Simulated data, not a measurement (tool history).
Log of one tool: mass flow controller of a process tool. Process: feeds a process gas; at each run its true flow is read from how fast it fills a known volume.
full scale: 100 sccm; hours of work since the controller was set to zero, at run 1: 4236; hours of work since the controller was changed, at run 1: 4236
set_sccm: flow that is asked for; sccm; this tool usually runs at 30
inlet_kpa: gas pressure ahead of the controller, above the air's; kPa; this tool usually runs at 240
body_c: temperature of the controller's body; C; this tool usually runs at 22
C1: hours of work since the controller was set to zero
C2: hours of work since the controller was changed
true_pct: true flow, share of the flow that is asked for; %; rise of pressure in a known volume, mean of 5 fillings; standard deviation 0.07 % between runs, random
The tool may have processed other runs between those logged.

Run 1, hour 0.0: usual settings; C1 4236; C2 4236. Result: true_pct 102.32 %.
Run 2, hour 474.1: usual settings; C1 4579; C2 4579. Result: true_pct 102.62 %.
Run 3, hour 997.0: usual settings but body_c 26 C; C1 4958; C2 4958. Result: true_pct 103.10 %.
Run 4, hour 1517.6: usual settings but inlet_kpa 141 kPa, body_c 26 C; C1 5334; C2 5334. Result: true_pct 102.68 %.
Run 5, hour 2022.7: usual settings but inlet_kpa 141 kPa, body_c 26 C; C1 5700; C2 5700. Result: true_pct 102.96 %.
Run 6, hour 2358.5: usual settings; C1 5943; C2 5943. Result: true_pct 103.50 %.
At hour 2518.4: controller's zero set anew.
Run 7, hour 2873.9: usual settings but set_sccm 15 sccm, inlet_kpa 191 kPa, body_c 37 C; C1 257; C2 6316. Result: true_pct 110.31 %.
Run 8, hour 3179.0: usual settings but set_sccm 15 sccm, inlet_kpa 191 kPa, body_c 37 C; C1 478; C2 6537. Result: true_pct 110.47 %.
Run 9, hour 3574.5: usual settings but set_sccm 17 sccm, inlet_kpa 182 kPa, body_c 28 C; C1 765; C2 6824. Result: true_pct 109.01 %.
Run 10, hour 3934.6: usual settings but set_sccm 15 sccm, inlet_kpa 179 kPa, body_c 21 C; C1 1025; C2 7084. Result: true_pct 109.92 %.
Run 11, hour 4357.9: usual settings but set_sccm 15 sccm, inlet_kpa 179 kPa, body_c 21 C; C1 1332; C2 7391. Result: true_pct 110.28 %.

Alternative continuations, all from the tool just after run 11; predict every row:
At hour 4543.2: controller exchanged for a calibrated one.
Run A, hour 4857.7: usual settings but set_sccm 17 sccm, inlet_kpa 191 kPa, body_c 27 C; C1 228; C2 228. Result: true_pct ?.
At hour 4543.2: controller exchanged for a calibrated one.
Run B, hour 4857.7: usual settings but set_sccm 22 sccm, inlet_kpa 149 kPa, body_c 28 C; C1 228; C2 228. Result: true_pct ?.
At hour 4543.2: controller exchanged for a calibrated one.
Run C, hour 4857.7: usual settings but body_c 30 C; C1 228; C2 228. Result: true_pct ?.

run  true_pct
  A     99.79
  B     99.61
  C    100.32
With the hidden condition removed and each run's random variation left untouched, the same runs would have given:
run  true_pct
  A     99.29
  B     99.17
  C     99.93
